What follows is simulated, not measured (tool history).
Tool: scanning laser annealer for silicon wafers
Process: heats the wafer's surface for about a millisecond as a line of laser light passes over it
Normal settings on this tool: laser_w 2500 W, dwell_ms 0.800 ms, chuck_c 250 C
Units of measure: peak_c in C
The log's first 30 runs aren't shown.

At hour 2213.3: window over the wafer cleaned.
Run 31, hour 2238.3: usual settings but laser_w 2418 W, dwell_ms 0.588 ms, chuck_c 270 C. Result: peak_c 883 C.
Run 32, hour 2307.5: usual settings but laser_w 2418 W, dwell_ms 0.588 ms, chuck_c 270 C. Result: peak_c 880 C.
Run 33, hour 2351.8: usual settings but laser_w 2418 W, dwell_ms 0.588 ms, chuck_c 270 C. Result: peak_c 880 C.
Run 34, hour 2393.8: usual settings but laser_w 2418 W, dwell_ms 0.588 ms, chuck_c 270 C. Result: peak_c 882 C.
Run 35, hour 2487.0: usual settings but laser_w 2439 W, dwell_ms 0.699 ms, chuck_c 270 C. Result: peak_c 951 C.
Run 36, hour 2526.4: usual settings but chuck_c 274 C. Result: peak_c 1030 C.
Run 37, hour 2593.4: usual settings but chuck_c 274 C. Result: peak_c 1029 C.
Run 38, hour 2646.8: usual settings but dwell_ms 0.851 ms. Result: peak_c 1031 C.
Run 39, hour 2734.2: usual settings but dwell_ms 0.851 ms. Result: peak_c 1030 C.
Run 40, hour 2784.2: usual settings but laser_w 2227 W, dwell_ms 0.787 ms, chuck_c 271 C. Result: peak_c 937 C.
Run 41, hour 2839.9: usual settings but dwell_ms 0.662 ms, chuck_c 218 C. Result: peak_c 890 C.

Each row is a separate what-if for the run after 41, all from the same tool condition, not one after another. Results?
Run A, hour 2905.1: usual settings but laser_w 2531 W, dwell_ms 0.784 ms, chuck_c 253 C. Result: peak_c ?.
Run B, hour 2905.1: usual settings but laser_w 2552 W, dwell_ms 0.897 ms, chuck_c 212 C. Result: peak_c ?.
Run C, hour 2905.1: usual settings but dwell_ms 0.803 ms, chuck_c 261 C. Result: peak_c ?.
Run D, hour 2905.1: usual settings but chuck_c 231 C. Result: peak_c ?.

run  peak_c
  A    1003
  B    1028
  C    1014
  D     983
Take away the tool's hidden state, keep each run's random variation, and the runs would have read:
run  peak_c
  A    1008
  B    1033
  C    1018
  D     988
